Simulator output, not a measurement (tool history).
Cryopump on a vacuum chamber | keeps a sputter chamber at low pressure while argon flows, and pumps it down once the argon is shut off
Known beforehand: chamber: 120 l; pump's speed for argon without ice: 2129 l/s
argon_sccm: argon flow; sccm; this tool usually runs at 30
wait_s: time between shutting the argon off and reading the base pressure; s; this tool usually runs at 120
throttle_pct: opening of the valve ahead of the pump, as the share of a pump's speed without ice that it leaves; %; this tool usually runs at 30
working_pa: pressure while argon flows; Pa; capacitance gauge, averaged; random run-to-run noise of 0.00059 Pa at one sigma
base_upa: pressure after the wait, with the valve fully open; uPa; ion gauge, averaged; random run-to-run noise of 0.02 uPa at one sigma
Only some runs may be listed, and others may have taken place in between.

run	hour	argon_sccm	wait_s	throttle_pct	working_pa	base_upa
1	0	30	120	30	0.0807	0.38
2	89.2	30	55	30	0.0817	0.6
3	141.3	30	55	30	0.0817	0.64
4	221.3	30	120	52	0.0487	0.47
5	310.7	30	294	52	0.0508	0.49
6	358.1	30	294	52	0.0509	0.51
7	420	30	294	52	0.0517	0.56
8	518.3	30	294	52	0.0527	0.64
9	604.8	14	120	30	0.0415	0.78
10	665.5	14	120	30	0.0415	0.86
11	741.7	30	120	30	0.0899	0.95
12	811.6	30	120	30	0.0904	1.09
13	896.6	30	120	30	0.0906	1.15
# hour 970.9: pump warmed up, emptied and cooled again
14	990.8	30	120	30	0.0806	0.84
15	1097.8	21	120	30	0.0569	0.95
16	1149	37	120	30	0.1007	0.99
17	1209.2	37	120	30	0.1032	1.01
18	1318.5	37	120	30	0.1025	1.12
19	1412.1	41	171	37	0.0955	1.16
20	1508.7	41	171	37	0.096	1.21
21	1580.2	21	62	21	0.0834	1.54
22	1630.8	21	62	21	0.0852	1.61
23	1732.8	59	62	51	0.1105	1.69
24	1821.2	59	62	51	0.1134	1.82
25	1868.2	59	111	55	0.1069	1.78
26	1977.6	59	111	55	0.1115	1.89
# hour 2041.2: pump warmed up, emptied and cooled again
# hour 2088: leaking fittings of the chamber tightened, without venting
27	2088	49	111	55	0.0738	0.34
28	2167.6	49	111	55	0.0752	0.38
29	2221.9	49	111	55	0.0758	0.44
30	2329.8	13	98	30	0.0368	0.49
31	2404.6	15	121	33	0.039	0.51
32	2495.7	17	77	20	0.0703	0.67
33	2552.4	18	189	18	0.0829	0.59

4 ways to go on from here, each from the tool as it stands after run 33. What would each give?
A	2623.5	30	61	30	?	?
B	2623.5	30	97	30	?	?
C	2623.5	36	189	18	?	?
D	2623.5	30	120	52	?	?

run	working_pa	base_upa
A	0.0876	0.79
B	0.0867	0.7
C	0.1666	0.61
D	0.0537	0.67
The same runs, with their run-to-run variation unchanged, on a tool lacking any hidden condition would have given:
run	working_pa	base_upa
A	0.0802	0.41
B	0.0794	0.31
C	0.1579	0.24
D	0.0464	0.3

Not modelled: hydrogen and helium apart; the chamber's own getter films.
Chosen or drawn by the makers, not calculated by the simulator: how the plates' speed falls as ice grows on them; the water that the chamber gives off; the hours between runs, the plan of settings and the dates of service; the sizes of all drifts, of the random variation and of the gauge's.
